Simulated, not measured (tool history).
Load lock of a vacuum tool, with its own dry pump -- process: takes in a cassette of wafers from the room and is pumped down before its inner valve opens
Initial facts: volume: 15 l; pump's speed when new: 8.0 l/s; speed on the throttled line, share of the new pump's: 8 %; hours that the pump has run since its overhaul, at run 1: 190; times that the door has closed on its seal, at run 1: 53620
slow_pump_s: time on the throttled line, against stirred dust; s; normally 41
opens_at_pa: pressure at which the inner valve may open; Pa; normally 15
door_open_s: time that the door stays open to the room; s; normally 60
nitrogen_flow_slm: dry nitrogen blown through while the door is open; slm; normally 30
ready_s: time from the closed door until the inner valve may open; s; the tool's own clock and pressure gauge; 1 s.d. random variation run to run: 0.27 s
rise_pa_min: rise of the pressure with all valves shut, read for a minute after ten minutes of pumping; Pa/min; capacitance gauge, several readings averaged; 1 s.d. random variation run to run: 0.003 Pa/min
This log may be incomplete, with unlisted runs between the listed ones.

| run | hour | slow_pump_s | opens_at_pa | door_open_s | nitrogen_flow_slm | hours that the pump has run since its overhaul | times that the door has closed on its seal | incoming humidity of the room's air, % | ready_s | rise_pa_min |
|---|---|---|---|---|---|---|---|---|---|---|
| 1 | 0.0 | 41 | 15 | 60 | 30 | 190 | 53620 | 45.2 | 53.8 | 0.103 |
| 2 | 259.8 | 41 | 15 | 60 | 30 | 450 | 54484 | 42.6 | 54.4 | 0.111 |
| 3 | 673.1 | 41 | 15 | 60 | 30 | 863 | 55858 | 43.6 | 53.9 | 0.109 |
| 4 | 1129.9 | 41 | 15 | 60 | 30 | 1320 | 57376 | 43.2 | 53.9 | 0.107 |
| 5 | 1380.5 | 41 | 15 | 60 | 30 | 1571 | 58209 | 43.8 | 54.5 | 0.115 |
| 6 | 1623.0 | 41 | 15 | 60 | 30 | 1813 | 59015 | 48.3 | 54.7 | 0.125 |
| 7 | 2110.2 | 41 | 15 | 60 | 30 | 2300 | 60634 | 45.6 | 54.7 | 0.125 |
| 8 | 2638.5 | 41 | 15 | 60 | 30 | 2829 | 62390 | 43.2 | 54.6 | 0.131 |
| 9 | 3175.4 | 41 | 15 | 60 | 30 | 3366 | 64175 | 40.0 | 55.4 | 0.133 |
| 10 | 3554.4 | 41 | 15 | 60 | 30 | 3745 | 65435 | 47.3 | 54.6 | 0.136 |
| 11 | 4049.9 | 41 | 15 | 60 | 15 | 4240 | 67082 | 45.6 | 54.9 | 0.155 |
| 12 | 4514.3 | 37 | 15 | 60 | 15 | 4705 | 68626 | 47.1 | 51.7 | 0.153 |
| 13 | 4978.4 | 41 | 22 | 60 | 30 | 5169 | 70168 | 45.3 | 55.0 | 0.153 |
| 14 | 5503.1 | 41 | 15 | 60 | 30 | 5693 | 71913 | 42.1 | 55.7 | 0.147 |
| 15 | 5750.6 | 41 | 15 | 60 | 30 | 5941 | 72735 | 47.5 | 55.9 | 0.160 |
|  | 5782.0 | door's seal changed, seat wiped |
| 16 | 6168.4 | 41 | 15 | 60 | 30 | 6357 | 1285 | 42.7 | 56.1 | 0.037 |
| 17 | 6688.7 | 41 | 15 | 60 | 30 | 6877 | 3015 | 47.4 | 55.9 | 0.046 |
| 18 | 7081.0 | 41 | 15 | 60 | 30 | 7270 | 4319 | 43.3 | 56.2 | 0.037 |
| 19 | 7564.3 | 41 | 15 | 60 | 30 | 7753 | 5925 | 46.0 | 56.3 | 0.042 |
| 20 | 7945.7 | 41 | 15 | 60 | 30 | 8135 | 7193 | 44.5 | 56.3 | 0.040 |
| 21 | 8393.5 | 41 | 15 | 60 | 30 | 8582 | 8681 | 44.5 | 56.1 | 0.040 |
| 22 | 8679.7 | 60 | 15 | 27 | 26 | 8869 | 9633 | 47.3 | 73.7 | 0.035 |
| 23 | 9187.6 | 41 | 19 | 60 | 30 | 9376 | 11321 | 48.8 | 56.1 | 0.044 |
| 24 | 9674.7 | 72 | 18 | 151 | 21 | 9863 | 12940 | 45.4 | 83.4 | 0.084 |
| 25 | 10128.3 | 72 | 18 | 127 | 21 | 10317 | 14448 | 45.7 | 84.5 | 0.077 |
|  | 10473.8 | dry pump taken out, an overhauled one fitted |
| 26 | 10521.7 | 41 | 24 | 177 | 14 | 48 | 15735 | 46.4 | 53.2 | 0.105 |
| 27 | 10844.7 | 41 | 24 | 177 | 14 | 371 | 16809 | 47.5 | 53.8 | 0.106 |
| 28 | 11143.9 | 41 | 24 | 177 | 14 | 670 | 17804 | 46.5 | 54.0 | 0.111 |
| 29 | 11489.1 | 41 | 24 | 177 | 14 | 1015 | 18951 | 43.0 | 53.8 | 0.104 |
| 30 | 11876.5 | 45 | 21 | 27 | 5 | 1403 | 20239 | 44.6 | 57.6 | 0.047 |
| 31 | 12311.2 | 45 | 21 | 27 | 5 | 1837 | 21684 | 44.7 | 58.3 | 0.051 |
| 32 | 12618.9 | 59 | 15 | 27 | 5 | 2145 | 22706 | 44.1 | 71.6 | 0.052 |
| 33 | 13032.1 | 59 | 15 | 27 | 5 | 2558 | 24080 | 44.8 | 71.2 | 0.052 |
| 34 | 13258.6 | 59 | 18 | 38 | 5 | 2785 | 24833 | 46.7 | 71.4 | 0.063 |
| 35 | 13613.4 | 27 | 22 | 174 | 12 | 3140 | 26012 | 45.2 | 41.7 | 0.123 |
| 36 | 13982.0 | 28 | 10 | 52 | 12 | 3508 | 27237 | 47.3 | 44.6 | 0.069 |
| 37 | 14224.7 | 28 | 10 | 52 | 12 | 3751 | 28044 | 46.2 | 44.8 | 0.071 |

Alternative continuations, all from the tool just after run 37; predict every row:
| A | 14703.9 | 41 | 28 | 154 | 40 | 4230 | 29637 | 47.4 | ? | ? |
| B | 14703.9 | 41 | 15 | 180 | 30 | 4230 | 29637 | 44.4 | ? | ? |
| C | 14703.9 | 41 | 15 | 37 | 20 | 4230 | 29637 | 42.8 | ? | ? |

| run | ready_s | rise_pa_min |
|---|---|---|
| A | 54.5 | 0.085 |
| B | 55.9 | 0.099 |
| C | 55.5 | 0.062 |
Had the tool no hidden state, the same runs would have come out as:
| run | ready_s | rise_pa_min |
|---|---|---|
| A | 53.0 | 0.053 |
| B | 54.1 | 0.066 |
| C | 53.8 | 0.029 |
